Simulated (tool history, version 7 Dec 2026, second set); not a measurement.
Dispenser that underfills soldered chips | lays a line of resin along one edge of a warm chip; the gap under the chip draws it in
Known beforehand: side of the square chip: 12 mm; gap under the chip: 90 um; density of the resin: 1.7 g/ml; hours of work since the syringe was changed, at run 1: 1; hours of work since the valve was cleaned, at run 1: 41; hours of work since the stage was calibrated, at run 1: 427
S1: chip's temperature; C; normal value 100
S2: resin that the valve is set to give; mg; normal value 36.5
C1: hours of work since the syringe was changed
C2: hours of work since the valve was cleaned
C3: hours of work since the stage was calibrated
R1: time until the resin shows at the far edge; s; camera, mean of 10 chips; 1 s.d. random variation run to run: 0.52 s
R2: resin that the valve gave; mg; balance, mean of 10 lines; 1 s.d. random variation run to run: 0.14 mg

Run 1, hour 0.0: usual settings; C1 1; C2 41; C3 427. Result: R1 46.0 s, R2 35.05 mg.
At hour 4.3: dispensing valve cleaned and set on the balance.
At hour 13.4: new syringe of resin.
Run 2, hour 18.4: usual settings; C1 3; C2 8; C3 438. Result: R1 50.3 s, R2 36.12 mg.
At hour 27.7: new syringe of resin.
Run 3, hour 32.7: usual settings; C1 3; C2 17; C3 446. Result: R1 52.0 s, R2 35.87 mg.
At hour 42.3: new syringe of resin.
Run 4, hour 46.8: usual settings; C1 3; C2 26; C3 455. Result: R1 50.8 s, R2 35.92 mg.
At hour 56.7: new syringe of resin.
Run 5, hour 64.5: usual settings; C1 5; C2 36; C3 465. Result: R1 54.1 s, R2 35.14 mg.
At hour 71.1: new syringe of resin.
Run 6, hour 75.6: usual settings; C1 3; C2 43; C3 472. Result: R1 52.3 s, R2 35.22 mg.
At hour 77.7: dispensing valve cleaned and set on the balance.
At hour 86.9: new syringe of resin.
Run 7, hour 94.3: usual settings but S1 115 C; C1 5; C2 10; C3 483. Result: R1 36.3 s, R2 36.18 mg.
At hour 101.5: new syringe of resin.
Run 8, hour 106.0: usual settings but S1 115 C; C1 3; C2 17; C3 490. Result: R1 33.3 s, R2 35.89 mg.
At hour 116.3: new syringe of resin.
Run 9, hour 123.2: usual settings but S1 115 C; C1 4; C2 27; C3 500. Result: R1 36.2 s, R2 35.55 mg.
At hour 130.6: new syringe of resin.
Run 10, hour 135.5: usual settings but S1 85 C; C1 3; C2 35; C3 507. Result: R1 78.9 s, R2 35.18 mg.
At hour 145.3: new syringe of resin.
Run 11, hour 146.4: usual settings but S1 85 C; C1 1; C2 41; C3 514. Result: R1 72.7 s, R2 34.86 mg.
At hour 150.7: dispensing valve cleaned and set on the balance.
Run 12, hour 157.9: usual settings but S1 85 C; C1 7; C2 4; C3 520. Result: R1 93.3 s, R2 36.47 mg.
At hour 160.4: new syringe of resin.
Run 13, hour 173.4: usual settings but S1 85 C; C1 8; C2 14; C3 530. Result: R1 97.6 s, R2 35.78 mg.
At hour 174.7: new syringe of resin.
Run 14, hour 182.4: usual settings but S1 92 C, S2 34.6 mg; C1 5; C2 19; C3 535. Result: R1 68.7 s, R2 33.91 mg.
At hour 188.9: new syringe of resin.
Run 15, hour 193.2: usual settings but S1 92 C, S2 34.6 mg; C1 3; C2 26; C3 541. Result: R1 63.0 s, R2 33.67 mg.
At hour 203.1: new syringe of resin.
Run 16, hour 205.1: usual settings but S2 45.8 mg; C1 1; C2 33; C3 549. Result: R1 48.1 s, R2 44.32 mg.
At hour 217.2: new syringe of resin.
Run 17, hour 222.3: usual settings but S1 88 C, S2 46.0 mg; C1 3; C2 43; C3 559. Result: R1 69.4 s, R2 44.13 mg.
At hour 224.9: dispensing valve cleaned and set on the balance.
At hour 233.1: new syringe of resin.
Run 18, hour 235.8: usual settings but S2 44.3 mg; C1 2; C2 7; C3 566. Result: R1 47.5 s, R2 43.78 mg.
At hour 248.1: new syringe of resin.
Run 19, hour 250.8: usual settings but S1 89 C, S2 37.7 mg; C1 2; C2 16; C3 575. Result: R1 64.0 s, R2 37.25 mg.
Run 20, hour 258.4: usual settings but S1 89 C, S2 37.7 mg; C1 6; C2 20; C3 580. Result: R1 77.2 s, R2 36.93 mg.
At hour 263.1: new syringe of resin.
Run 21, hour 273.1: usual settings but S1 94 C, S2 32.0 mg; C1 6; C2 29; C3 589. Result: R1 70.8 s, R2 31.17 mg.
At hour 277.2: new syringe of resin.
Run 22, hour 286.0: usual settings but S1 94 C, S2 32.0 mg; C1 5; C2 37; C3 597. Result: R1 70.6 s, R2 30.93 mg.
At hour 291.4: new syringe of resin.
Run 23, hour 294.7: usual settings but S1 91 C, S2 38.4 mg; C1 2; C2 42; C3 602. Result: R1 64.3 s, R2 36.92 mg.
At hour 297.8: dispensing valve cleaned and set on the balance.
At hour 306.8: new syringe of resin.
Run 24, hour 312.7: usual settings but S1 104 C, S2 43.4 mg; C1 4; C2 9; C3 612. Result: R1 47.6 s, R2 42.95 mg.
At hour 321.5: new syringe of resin.
Run 25, hour 323.7: usual settings but S1 104 C, S2 43.4 mg; C1 1; C2 16; C3 619. Result: R1 42.1 s, R2 42.44 mg.

Each row is a separate what-if for the run after 25, all from the same tool condition, not one after another. Results?
At hour 336.4: new syringe of resin.
Run A, hour 339.9: usual settings but S1 101 C, S2 42.2 mg; C1 2; C2 25; C3 628. Result: R1 ?, R2 ?.
At hour 336.4: new syringe of resin.
Run B, hour 339.9: usual settings but S1 89 C, S2 34.5 mg; C1 2; C2 25; C3 628. Result: R1 ?, R2 ?.
At hour 336.4: new syringe of resin.
Run C, hour 339.9: usual settings but S1 109 C, S2 33.1 mg; C1 2; C2 25; C3 628. Result: R1 ?, R2 ?.
At hour 336.4: new syringe of resin.
Run D, hour 339.9: usual settings but S1 85 C, S2 43.4 mg; C1 2; C2 25; C3 628. Result: R1 ?, R2 ?.

run    R1     R2
  A  48.3  40.78
  B  69.6  33.61
  C  40.3  32.01
  D  76.5  42.25
Stripped of hidden state, with their random variation kept, the same runs would have yielded:
run    R1     R2
  A  41.1  41.99
  B  58.7  34.60
  C  34.3  32.96
  D  64.5  43.50
